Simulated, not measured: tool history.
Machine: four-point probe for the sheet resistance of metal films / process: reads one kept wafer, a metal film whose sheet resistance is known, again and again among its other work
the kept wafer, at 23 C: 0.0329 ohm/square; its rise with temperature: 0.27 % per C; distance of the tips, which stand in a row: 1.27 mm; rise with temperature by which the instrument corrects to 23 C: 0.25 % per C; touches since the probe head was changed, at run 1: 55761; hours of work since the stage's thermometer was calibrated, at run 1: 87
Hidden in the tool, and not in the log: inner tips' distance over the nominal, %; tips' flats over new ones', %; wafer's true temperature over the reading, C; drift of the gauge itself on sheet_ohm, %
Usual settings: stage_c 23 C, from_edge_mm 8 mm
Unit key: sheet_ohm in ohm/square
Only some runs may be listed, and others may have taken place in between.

run	hour	stage_c	from_edge_mm	touches since the probe head was changed	hours of work since the stage's thermometer was calibrated	sheet_ohm
1	0.0	23	8	55761	87	0.033454
2	96.3	23	8	57949	162	0.033468
3	182.4	23	8	59905	229	0.033463
4	260.7	23	8	61682	289	0.033467
5	375.1	25	8	64281	378	0.033479
6	476.6	25	8	66586	457	0.033479
7	580.1	23	24	68936	537	0.033063
8	684.4	23	8	71306	618	0.033477
9	795.5	23	8	73829	704	0.033472
10	881.4	23	8	75779	770	0.033476
11	988.2	23	8	78205	853	0.033472
12	1065.9	23	8	79969	913	0.033471
13	1124.1	23	8	81290	959	0.033475
14	1228.5	23	8	83663	1040	0.033473
15	1292.9	23	8	85124	1089	0.033472
16	1358.1	23	8	86606	1140	0.033472
17	1426.6	28	8	88161	1193	0.033497
18	1502.4	22	8	89882	1252	0.033479
19	1551.8	23	8	91005	1290	0.033481
20	1660.3	23	8	93469	1374	0.033487
21	1758.4	23	8	95697	1450	0.033483
22	1824.1	23	34	97190	1501	0.033062
# hour 1833.5: stage's thermometer calibrated
23	1927.4	23	8	99524	73	0.033482
24	2008.7	23	11	101371	136	0.033270
25	2111.7	19	34	103710	216	0.033045
26	2205.4	26	34	105837	288	0.033094
# hour 2272.5: stage's thermometer calibrated, once more
27	2290.5	34	16	107759	14	0.033247
28	2383.6	34	16	109874	86	0.033257
29	2455.3	19	35	111502	142	0.033059
30	2502.0	19	35	112562	178	0.033058
31	2560.3	18	51	113887	223	0.033046
32	2645.1	22	6	115812	289	0.033840
33	2704.8	22	6	117169	335	0.033852
34	2763.5	22	6	118502	381	0.033849
35	2864.3	22	6	120791	459	0.033854
36	2974.9	28	8	123304	545	0.033554
37	3038.3	26	69	124742	594	0.033081
38	3088.5	26	69	125882	633	0.033109
39	3159.9	26	69	127505	688	0.033097
40	3210.9	30	5	128663	727	0.034228
41	3269.1	21	5	129984	773	0.034162
42	3351.8	21	5	131862	837	0.034173
43	3459.1	30	9	134299	920	0.033486
44	3535.1	30	3	136026	979	0.036026
45	3623.5	20	8	138034	1047	0.033496

Across each entry between runs, compare the hidden state at the last listed run before it with the hidden state at the first listed run after it:
Runs 22 to 23: stage's thermometer calibrated (hour 1833.5)
  inner tips' distance over the nominal, %: 0.43 -> 0.436; tips' flats over new ones', %: 65 -> 67; wafer's true temperature over the reading, C: -0.16 -> -0.21
  measured less the result without the state, sheet_ohm: +0.000139 -> +0.000138 ohm/square
Runs 26 to 27: stage's thermometer calibrated, once more (hour 2272.5)
  inner tips' distance over the nominal, %: 0.451 -> 0.456; tips' flats over new ones', %: 71 -> 73; wafer's true temperature over the reading, C: -0.24 -> 0.04
  measured less the result without the state, sheet_ohm: +0.000139 -> +0.000167 ohm/square
